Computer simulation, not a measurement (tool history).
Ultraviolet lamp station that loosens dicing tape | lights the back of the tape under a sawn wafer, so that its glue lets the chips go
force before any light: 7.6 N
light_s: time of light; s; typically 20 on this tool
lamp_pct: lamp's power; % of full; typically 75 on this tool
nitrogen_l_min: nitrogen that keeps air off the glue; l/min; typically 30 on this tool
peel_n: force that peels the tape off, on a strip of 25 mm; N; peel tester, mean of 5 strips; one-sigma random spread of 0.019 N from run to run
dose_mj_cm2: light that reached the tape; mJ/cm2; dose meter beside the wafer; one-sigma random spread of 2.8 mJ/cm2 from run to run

run,hour,light_s,lamp_pct,nitrogen_l_min,peel_n,dose_mj_cm2
1,0,20,75,30,0.95,382
2,80.4,20,75,30,0.961,380
3,174.5,20,75,30,0.951,378
4,221.2,20,75,30,0.954,382
5,290.8,13,75,30,1.816,250
6,373.3,20,75,30,0.925,381
7,452.5,20,75,30,0.991,378
8,521.4,20,75,30,0.926,379
# hour 540.3: window cleaned of glue's vapour
9,621.5,20,75,30,0.906,379
10,683.5,20,75,30,0.911,383
11,785.5,20,75,36,0.856,377
12,859.7,20,75,30,0.95,377
13,958.9,20,75,30,0.955,381
14,1061,14,86,44,1.148,307
15,1120.8,14,86,44,1.155,307
16,1167.8,20,79,46,0.669,401
17,1259.9,19,69,23,1.384,331
18,1324,38,70,28,0.325,668
19,1371.3,38,70,28,0.343,673
20,1440.4,28,92,13,0.61,654
21,1492.1,28,92,35,0.305,651
22,1590.3,28,75,17,0.72,535
23,1685.3,39,80,17,0.344,790
24,1760.4,26,83,11,0.995,541
25,1806.4,20,75,54,0.672,377

Branching from run 25: 3 alternative next runs. What would each branch give?
# hour 1835.1: window cleaned of glue's vapour
A,1881.3,35,75,54,?,?
# hour 1835.1: window cleaned of glue's vapour
B,1881.3,12,89,18,?,?
# hour 1835.1: window cleaned of glue's vapour
C,1881.3,28,87,30,?,?

run,peel_n,dose_mj_cm2
A,0.239,662
B,2.08,271
C,0.363,618
Without the tool's hidden state the same runs would have given:
run,peel_n,dose_mj_cm2
A,0.238,664
B,2.073,272
C,0.361,620

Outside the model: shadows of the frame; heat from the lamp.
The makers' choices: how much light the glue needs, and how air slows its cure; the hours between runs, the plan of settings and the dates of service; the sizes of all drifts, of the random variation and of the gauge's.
